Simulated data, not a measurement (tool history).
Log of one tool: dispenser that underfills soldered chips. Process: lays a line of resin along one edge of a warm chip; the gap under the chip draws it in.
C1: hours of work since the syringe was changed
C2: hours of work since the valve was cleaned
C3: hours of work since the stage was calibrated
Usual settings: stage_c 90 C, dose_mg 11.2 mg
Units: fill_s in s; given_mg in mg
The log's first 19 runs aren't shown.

{"run": 20, "hour": 107.8, "stage_c": 103, "dose_mg": 10.9, "C1": 4, "C2": 40, "C3": 105, "fill_s": 23.8, "given_mg": 10.4}
{"hour": 110.1, "done": "new syringe of resin"}
{"hour": 111.9, "done": "dispensing valve cleaned and set on the balance"}
{"run": 21, "hour": 112.3, "stage_c": 88, "dose_mg": 13.2, "C1": 1, "C2": 0, "C3": 107, "fill_s": 36.3, "given_mg": 13.17}
{"run": 22, "hour": 115.3, "stage_c": 100, "dose_mg": 9.9, "C1": 3, "C2": 2, "C3": 110, "fill_s": 26.5, "given_mg": 9.83}
{"hour": 119.1, "done": "new syringe of resin"}
{"run": 23, "hour": 122.5, "stage_c": 100, "dose_mg": 9.9, "C1": 2, "C2": 7, "C3": 114, "fill_s": 25.6, "given_mg": 9.77}
{"hour": 127.1, "done": "new syringe of resin"}
{"run": 24, "hour": 128.0, "stage_c": 100, "dose_mg": 9.9, "C1": 1, "C2": 10, "C3": 118, "fill_s": 21.8, "given_mg": 9.74}
{"run": 25, "hour": 132.9, "stage_c": 101, "dose_mg": 13.9, "C1": 4, "C2": 14, "C3": 121, "fill_s": 25.0, "given_mg": 13.68}
{"hour": 135.1, "done": "new syringe of resin"}
{"run": 26, "hour": 136.6, "stage_c": 75, "dose_mg": 9.6, "C1": 1, "C2": 16, "C3": 123, "fill_s": 70.1, "given_mg": 9.42}
{"run": 27, "hour": 140.9, "stage_c": 86, "dose_mg": 12.2, "C1": 4, "C2": 19, "C3": 126, "fill_s": 49.3, "given_mg": 11.97}
{"hour": 143.2, "done": "new syringe of resin"}
{"run": 28, "hour": 144.9, "stage_c": 86, "dose_mg": 10.8, "C1": 1, "C2": 21, "C3": 128, "fill_s": 41.1, "given_mg": 10.56}
{"run": 29, "hour": 148.0, "stage_c": 80, "dose_mg": 12.4, "C1": 3, "C2": 23, "C3": 131, "fill_s": 62.5, "given_mg": 12.06}
{"hour": 151.4, "done": "new syringe of resin"}
{"run": 30, "hour": 151.4, "stage_c": 103, "dose_mg": 10.3, "C1": 0, "C2": 25, "C3": 133, "fill_s": 17.6, "given_mg": 10.02}

Run 31 comes next. What will it give?
{"run": 31, "hour": 156.4, "stage_c": 103, "dose_mg": 10.3, "C1": 3, "C2": 29, "C3": 136, "fill_s": "?", "given_mg": "?"}

{"run 31": {"fill_s": 23.5, "given_mg": 10.02}}
Without the tool's hidden state the same run would have given fill_s 19.0 s, given_mg 10.31 mg.

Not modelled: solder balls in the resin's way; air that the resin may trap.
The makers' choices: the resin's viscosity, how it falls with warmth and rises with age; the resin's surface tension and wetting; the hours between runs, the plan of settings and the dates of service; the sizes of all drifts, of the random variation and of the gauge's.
